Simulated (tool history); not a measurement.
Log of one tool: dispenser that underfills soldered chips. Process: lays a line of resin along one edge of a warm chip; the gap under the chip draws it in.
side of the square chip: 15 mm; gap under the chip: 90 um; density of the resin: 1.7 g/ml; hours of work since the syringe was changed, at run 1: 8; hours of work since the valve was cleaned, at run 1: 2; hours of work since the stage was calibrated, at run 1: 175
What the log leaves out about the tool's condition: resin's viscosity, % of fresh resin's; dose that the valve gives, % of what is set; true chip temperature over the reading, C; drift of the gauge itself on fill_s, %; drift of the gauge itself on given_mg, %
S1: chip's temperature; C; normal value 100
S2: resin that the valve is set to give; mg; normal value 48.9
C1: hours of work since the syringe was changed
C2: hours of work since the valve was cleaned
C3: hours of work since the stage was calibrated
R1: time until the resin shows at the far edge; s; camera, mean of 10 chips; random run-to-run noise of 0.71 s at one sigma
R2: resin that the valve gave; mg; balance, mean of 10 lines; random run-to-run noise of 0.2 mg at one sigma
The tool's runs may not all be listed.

| run | hour | S1 | S2 | C1 | C2 | C3 | R1 | R2 |
|---|---|---|---|---|---|---|---|---|
| 1 | 0 | 100 | 48.9 | 8 | 2 | 175 | 106.3 | 48.52 |
| 2 | 3.9 | 100 | 48.9 | 10 | 5 | 177 | 127 | 49 |
|  | 6.2 | new syringe of resin |
| 3 | 9.3 | 89 | 48.9 | 2 | 8 | 180 | 105 | 48.66 |
| 4 | 15.3 | 89 | 48.9 | 6 | 11 | 184 | 133.9 | 48.46 |
| 5 | 23.1 | 89 | 48.9 | 10 | 16 | 189 | 192.7 | 48.44 |
|  | 24.7 | new syringe of resin |
| 6 | 28.5 | 89 | 48.9 | 2 | 19 | 192 | 109.2 | 48.15 |
| 7 | 34.2 | 100 | 58.4 | 6 | 23 | 195 | 90.6 | 57.54 |
| 8 | 40.1 | 113 | 48.9 | 9 | 26 | 199 | 75.6 | 48.08 |
|  | 43.6 | new syringe of resin |
| 9 | 43.8 | 113 | 48.9 | 0 | 29 | 201 | 39 | 48.19 |
| 10 | 50.3 | 100 | 48.9 | 4 | 32 | 205 | 81.3 | 47.78 |
| 11 | 53.9 | 100 | 48.9 | 6 | 35 | 207 | 96.1 | 47.68 |
| 12 | 59.6 | 100 | 48.9 | 10 | 38 | 211 | 122.9 | 47.92 |
|  | 62.7 | new syringe of resin |
| 13 | 67.4 | 100 | 50.4 | 3 | 43 | 215 | 73.7 | 49.01 |
| 14 | 73.6 | 100 | 46.2 | 7 | 47 | 219 | 99.5 | 44.96 |
|  | 81.3 | new syringe of resin |
| 15 | 81.3 | 100 | 46.2 | 0 | 51 | 224 | 64.4 | 44.41 |
| 16 | 85.6 | 100 | 46.2 | 3 | 54 | 226 | 78.5 | 44.65 |
| 17 | 91.4 | 87 | 41.8 | 6 | 57 | 230 | 166.7 | 40.07 |
| 18 | 97.1 | 97 | 43.5 | 10 | 61 | 233 | 144.7 | 41.75 |
|  | 100.2 | new syringe of resin |
| 19 | 101.5 | 94 | 48.9 | 1 | 63 | 236 | 80.2 | 46.47 |
| 20 | 109.5 | 89 | 57 | 6 | 68 | 241 | 133.8 | 54.46 |
| 21 | 117.2 | 89 | 57 | 10 | 73 | 245 | 187.6 | 54.23 |
|  | 118.8 | new syringe of resin |
| 22 | 125.2 | 113 | 63.4 | 4 | 78 | 250 | 49.6 | 59.88 |
| 23 | 130.8 | 113 | 63.4 | 7 | 81 | 254 | 63.9 | 60.05 |
| 24 | 136.5 | 106 | 51 | 11 | 84 | 257 | 109.2 | 48.11 |
|  | 137.3 | new syringe of resin |
| 25 | 144.5 | 106 | 51 | 4 | 89 | 262 | 66.7 | 47.99 |
| 26 | 148.5 | 97 | 57 | 7 | 92 | 264 | 107.7 | 52.96 |
| 27 | 155.3 | 101 | 51.3 | 11 | 96 | 268 | 125.9 | 47.66 |
|  | 156.3 | new syringe of resin |
| 28 | 163 | 110 | 53.4 | 4 | 100 | 273 | 55.1 | 49.55 |
| 29 | 170.9 | 110 | 53.4 | 9 | 105 | 278 | 80 | 49.77 |

Here are 3 independent what-if runs from the current tool condition. What would each one return?
| A | 174.3 | 110 | 61.8 | 11 | 107 | 280 | ? | ? |
| B | 174.3 | 88 | 46.1 | 11 | 107 | 280 | ? | ? |
| C | 174.3 | 114 | 53.4 | 11 | 107 | 280 | ? | ? |

| run | R1 | R2 |
|---|---|---|
| A | 89.9 | 57.66 |
| B | 208.8 | 42.98 |
| C | 80.2 | 49.54 |
The same runs, with their run-to-run variation unchanged, on a tool lacking any hidden condition would have given:
| run | R1 | R2 |
|---|---|---|
| A | 44.1 | 62.25 |
| B | 101 | 46.41 |
| C | 38.8 | 53.49 |

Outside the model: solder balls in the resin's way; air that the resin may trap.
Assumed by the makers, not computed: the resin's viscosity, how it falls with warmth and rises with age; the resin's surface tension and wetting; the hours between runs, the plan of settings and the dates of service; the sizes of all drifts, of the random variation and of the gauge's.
